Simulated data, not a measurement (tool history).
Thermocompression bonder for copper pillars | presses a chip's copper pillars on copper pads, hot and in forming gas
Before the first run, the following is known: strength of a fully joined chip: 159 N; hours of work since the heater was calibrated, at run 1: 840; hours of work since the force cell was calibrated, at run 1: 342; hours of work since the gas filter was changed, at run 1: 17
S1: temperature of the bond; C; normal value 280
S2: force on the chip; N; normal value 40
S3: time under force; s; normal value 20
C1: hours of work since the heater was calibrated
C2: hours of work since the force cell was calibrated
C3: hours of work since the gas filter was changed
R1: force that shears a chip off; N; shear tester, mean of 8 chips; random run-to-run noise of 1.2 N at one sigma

run,hour,S1,S2,S3,C1,C2,C3,R1
1,0,280,40,20,840,342,17,118.1
2,7,265,40,20,845,348,23,105.7
3,14.9,265,40,20,852,354,29,102.6
4,23.2,280,40,20,858,360,35,117.5
# hour 25.8: force cell calibrated
5,34.1,280,40,20,866,7,43,114.8
6,47.3,280,40,20,876,17,53,114.5
7,57.7,280,40,20,884,25,62,117.7
# hour 64.5: force cell calibrated, once more
8,68.7,301,24,13,892,3,69,99.5
9,78.1,301,45,13,899,11,77,122.9
10,86.1,254,29,51,906,17,83,108.7
11,97.2,254,29,51,915,26,92,107.7
12,102.9,291,31,23,919,31,96,118.3

Branching from run 12: 5 alternative next runs. What would each branch give?
A,113.2,275,45,23,927,39,105,?
B,113.2,280,40,31,927,39,105,?
C,113.2,254,40,20,927,39,105,?
D,113.2,268,36,28,927,39,105,?
E,113.2,274,53,16,927,39,105,?

run,R1
A,121.4
B,126.7
C,91.8
D,110.4
E,116.5
Without the tool's unlogged condition, the same runs would have read:
run,R1
A,121.4
B,127.2
C,90.5
D,109.9
E,116.3
